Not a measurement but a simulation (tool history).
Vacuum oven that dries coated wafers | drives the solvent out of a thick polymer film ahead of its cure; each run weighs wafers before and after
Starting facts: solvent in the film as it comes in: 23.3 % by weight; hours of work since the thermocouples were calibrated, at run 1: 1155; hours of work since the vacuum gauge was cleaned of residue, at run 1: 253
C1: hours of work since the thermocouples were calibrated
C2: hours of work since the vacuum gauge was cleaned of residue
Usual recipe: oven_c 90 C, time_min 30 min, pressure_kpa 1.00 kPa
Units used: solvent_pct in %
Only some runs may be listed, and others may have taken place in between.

Run 1, hour 0.0: usual settings; C1 1155; C2 253. Result: solvent_pct 3.16 %.
Run 2, hour 114.4: usual settings; C1 1234; C2 332. Result: solvent_pct 3.02 %.
Run 3, hour 199.7: usual settings; C1 1292; C2 390. Result: solvent_pct 3.11 %.
Run 4, hour 279.5: usual settings; C1 1347; C2 445. Result: solvent_pct 3.06 %.
Run 5, hour 344.7: usual settings but oven_c 101 C; C1 1392; C2 490. Result: solvent_pct 0.43 %.
Run 6, hour 432.7: usual settings; C1 1452; C2 550. Result: solvent_pct 2.93 %.
Run 7, hour 539.6: usual settings; C1 1525; C2 623. Result: solvent_pct 3.06 %.
At hour 573.0: oven's thermocouples calibrated.
Run 8, hour 654.9: usual settings; C1 56; C2 701. Result: solvent_pct 3.82 %.
Run 9, hour 752.5: usual settings; C1 123; C2 768. Result: solvent_pct 3.83 %.
Run 10, hour 812.8: usual settings; C1 164; C2 809. Result: solvent_pct 3.80 %.
Run 11, hour 875.5: usual settings; C1 207; C2 852. Result: solvent_pct 3.75 %.
Run 12, hour 981.8: usual settings; C1 280; C2 925. Result: solvent_pct 3.73 %.
Run 13, hour 1062.1: usual settings; C1 335; C2 980. Result: solvent_pct 3.75 %.
Run 14, hour 1146.2: usual settings; C1 393; C2 1038. Result: solvent_pct 3.71 %.
Run 15, hour 1201.9: usual settings; C1 431; C2 1076. Result: solvent_pct 3.60 %.
Run 16, hour 1261.2: usual settings; C1 472; C2 1117. Result: solvent_pct 3.69 %.
At hour 1335.6: vacuum gauge cleaned of residue and calibrated.
Run 17, hour 1346.3: usual settings but pressure_kpa 1.39 kPa; C1 529; C2 7. Result: solvent_pct 3.56 %.
Run 18, hour 1449.3: usual settings but oven_c 89 C, time_min 37 min, pressure_kpa 2.30 kPa; C1 600; C2 78. Result: solvent_pct 3.07 %.
Run 19, hour 1563.0: usual settings but oven_c 89 C, time_min 37 min, pressure_kpa 2.30 kPa; C1 678; C2 156. Result: solvent_pct 2.91 %.
Run 20, hour 1674.1: usual settings but oven_c 89 C, time_min 37 min, pressure_kpa 2.30 kPa; C1 754; C2 232. Result: solvent_pct 3.02 %.
Run 21, hour 1731.7: usual settings but oven_c 89 C, time_min 37 min, pressure_kpa 2.30 kPa; C1 794; C2 272. Result: solvent_pct 3.01 %.
Run 22, hour 1847.3: usual settings but oven_c 104 C, time_min 46 min, pressure_kpa 3.76 kPa; C1 873; C2 351. Result: solvent_pct 0.37 %.

For run 23, what comes out?
Run 23, hour 1899.6: usual settings but oven_c 104 C, time_min 46 min, pressure_kpa 3.76 kPa; C1 909; C2 387. Result: solvent_pct ?.

solvent_pct: 0.46 %
On a tool with no hidden condition, and with the same random variation, this run would have come out at solvent_pct 0.46 %.
